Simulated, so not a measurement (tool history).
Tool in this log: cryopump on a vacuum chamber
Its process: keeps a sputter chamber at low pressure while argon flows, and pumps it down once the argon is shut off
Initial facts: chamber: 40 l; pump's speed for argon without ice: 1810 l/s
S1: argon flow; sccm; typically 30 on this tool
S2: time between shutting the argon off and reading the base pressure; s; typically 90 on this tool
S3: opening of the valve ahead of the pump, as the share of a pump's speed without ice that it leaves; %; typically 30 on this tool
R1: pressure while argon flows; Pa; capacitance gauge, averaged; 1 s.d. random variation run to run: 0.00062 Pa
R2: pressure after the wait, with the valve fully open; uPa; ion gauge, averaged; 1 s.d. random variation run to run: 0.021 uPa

run,day,S1,S2,S3,R1,R2
1,0,30,90,30,0.0992,1.21
2,0.608,30,90,30,0.0991,1.18
3,1.479,48,90,30,0.159,1.19
4,1.892,30,90,30,0.0989,1.16
5,2.692,30,90,30,0.0991,1.22
6,3.562,30,90,30,0.1003,1.23
7,3.946,30,90,30,0.1005,1.24
8,4.671,30,28,30,0.0998,1.67
9,5.338,30,90,30,0.1007,1.27
10,6.208,30,90,30,0.1005,1.27
11,6.883,30,90,30,0.1008,1.22
12,7.267,30,90,30,0.0991,1.27
13,7.729,30,90,30,0.102,1.24
14,8.321,30,35,30,0.1008,1.61
15,8.838,30,35,30,0.1014,1.64
16,9.258,30,35,30,0.1003,1.63
17,9.796,30,90,21,0.1413,1.3
18,10.15,40,143,58,0.0756,1.21
19,10.792,30,121,49,0.0657,1.31
20,11.55,30,127,49,0.0659,1.23
21,12.183,30,127,49,0.0654,1.27
22,12.942,25,53,27,0.093,1.53
23,13.312,26,246,48,0.058,1.2
24,13.962,26,246,48,0.0588,1.25
25,14.375,50,87,48,0.1134,1.35
26,14.883,43,142,27,0.1623,1.34
27,15.65,43,142,27,0.1626,1.31
28,16.338,43,142,27,0.1625,1.29
29,17.104,51,90,39,0.1394,1.4
# day 17.996: pump warmed up, emptied and cooled again
30,18.033,15,41,39,0.0367,1.37
31,18.388,20,179,53,0.0362,1

Estimate the outcome of run 32 from the log above:
32,19.125,42,90,25,?,?

Logged for run 32: R1 0.1552 Pa, R2 1.16 uPa.
Minus the tool's unlogged condition, the same run would have read R1 0.1545 Pa, R2 0.42 uPa.
